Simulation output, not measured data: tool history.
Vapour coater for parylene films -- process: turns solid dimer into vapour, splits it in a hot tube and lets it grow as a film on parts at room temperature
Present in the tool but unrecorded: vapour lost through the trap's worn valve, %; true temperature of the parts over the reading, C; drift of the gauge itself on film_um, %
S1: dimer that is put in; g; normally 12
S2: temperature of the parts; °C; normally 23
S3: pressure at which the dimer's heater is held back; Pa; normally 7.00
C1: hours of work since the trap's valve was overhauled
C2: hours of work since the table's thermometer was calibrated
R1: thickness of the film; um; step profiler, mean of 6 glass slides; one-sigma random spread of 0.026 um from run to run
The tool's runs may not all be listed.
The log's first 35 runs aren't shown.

| run | hour | S1 | S2 | S3 | C1 | C2 | R1 |
|---|---|---|---|---|---|---|---|
| 36 | 1641.0 | 6 | 20 | 8.16 | 89 | 2030 | 1.13 |
| 37 | 1695.9 | 7 | 32 | 11.24 | 125 | 2066 | 0.78 |
| 38 | 1751.2 | 7 | 32 | 11.24 | 162 | 2103 | 0.74 |
| 39 | 1790.5 | 7 | 32 | 11.24 | 188 | 2129 | 0.74 |
| 40 | 1858.5 | 9 | 19 | 5.09 | 233 | 2174 | 1.88 |
| 41 | 1927.4 | 6 | 19 | 5.09 | 278 | 2219 | 1.23 |
| 42 | 1978.3 | 6 | 33 | 11.63 | 312 | 2253 | 0.62 |
| 43 | 2016.2 | 6 | 33 | 11.63 | 337 | 2278 | 0.61 |
|  | 2028.5 | table's thermometer calibrated |
| 44 | 2067.2 | 6 | 16 | 11.80 | 370 | 26 | 1.27 |
| 45 | 2124.4 | 6 | 16 | 2.72 | 408 | 63 | 1.51 |
| 46 | 2180.8 | 6 | 16 | 2.72 | 445 | 101 | 1.50 |
| 47 | 2226.8 | 12 | 26 | 10.20 | 476 | 131 | 1.61 |
| 48 | 2260.2 | 12 | 26 | 10.20 | 498 | 153 | 1.63 |

Predict each of these 3 candidate next runs independently; none follows another, all start after run 48:
| A | 2306.4 | 12 | 26 | 5.69 | 528 | 184 | ? |
| B | 2306.4 | 15 | 33 | 4.46 | 528 | 184 | ? |
| C | 2306.4 | 8 | 15 | 2.65 | 528 | 184 | ? |

| run | R1 |
|---|---|
| A | 1.72 |
| B | 1.59 |
| C | 2.10 |
Take away the tool's hidden state, keep each run's random variation, and the runs would have read:
| run | R1 |
|---|---|
| A | 1.91 |
| B | 1.76 |
| C | 2.33 |

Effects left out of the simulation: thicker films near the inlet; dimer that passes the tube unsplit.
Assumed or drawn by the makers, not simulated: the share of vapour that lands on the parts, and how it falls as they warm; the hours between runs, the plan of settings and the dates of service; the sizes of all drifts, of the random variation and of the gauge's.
